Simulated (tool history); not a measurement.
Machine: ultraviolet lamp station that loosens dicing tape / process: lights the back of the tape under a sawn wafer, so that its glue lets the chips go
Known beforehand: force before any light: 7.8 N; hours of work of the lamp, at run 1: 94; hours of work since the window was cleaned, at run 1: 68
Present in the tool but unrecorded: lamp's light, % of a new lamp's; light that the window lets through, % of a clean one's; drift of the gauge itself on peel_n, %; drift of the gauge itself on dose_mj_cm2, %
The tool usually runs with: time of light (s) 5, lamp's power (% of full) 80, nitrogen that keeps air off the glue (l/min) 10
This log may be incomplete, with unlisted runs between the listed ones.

run,day,time of light (s),lamp's power (% of full),nitrogen that keeps air off the glue (l/min),hours of work of the lamp,hours of work since the window was cleaned,force that peels the tape off (N),light that reached the tape (mJ/cm2)
1,0,5,80,10,94,68,0.619,530
2,0.733,5,80,10,102,76,0.608,524
3,1.25,5,80,10,108,82,0.623,518
4,1.921,5,80,10,115,89,0.615,519
5,2.279,5,80,10,119,93,0.639,517
6,3.067,5,80,4,128,101,1.176,519
7,3.529,5,80,4,133,106,1.119,512
8,4.079,5,80,4,139,112,1.157,514
9,4.6,5,80,10,144,118,0.66,513
10,5.121,5,80,10,150,124,0.64,509
11,5.925,5,80,10,159,133,0.653,510
12,6.767,5,80,6,168,142,0.908,507
13,7.4,5,80,6,175,149,0.957,502
14,7.908,5,80,6,180,154,0.915,505
15,8.342,5,80,10,185,159,0.659,503
16,8.833,4,80,15,190,164,0.886,399
17,9.312,7,90,17,196,169,0.198,783
18,9.933,8,89,4,202,176,0.358,884
19,10.667,8,89,4,210,184,0.362,886
20,11.204,9,63,8,216,190,0.382,700
21,11.738,9,93,6,222,196,0.196,1026
22,12.267,2,61,8,228,202,3.842,148
23,13.058,5,71,8,237,210,1.087,434
24,13.862,5,71,8,245,219,1.051,433
25,14.688,5,71,8,254,228,1.049,433
26,15.171,3,91,6,260,233,1.819,328
27,15.854,7,84,4,267,241,0.605,705
28,16.725,7,75,4,277,250,0.764,623
29,17.571,5,74,10,286,260,0.902,438
30,18.404,5,61,10,295,269,1.304,359

Below are 5 alternative next runs, each starting from the tool's condition after run 30. Predict each:
A,19.212,9,61,10,304,277,?,?
B,19.212,5,80,4,304,277,?,?
C,19.212,5,81,12,304,277,?,?
D,19.212,4,100,10,304,277,?,?
E,19.212,5,61,3,304,277,?,?

run,force that peels the tape off (N),light that reached the tape (mJ/cm2)
A,0.405,641
B,1.306,475
C,0.672,475
D,0.779,471
E,2.221,355
Had the tool no hidden state, the same runs would have come out as:
run,force that peels the tape off (N),light that reached the tape (mJ/cm2)
A,0.273,767
B,0.944,568
C,0.45,568
D,0.526,564
E,1.751,425
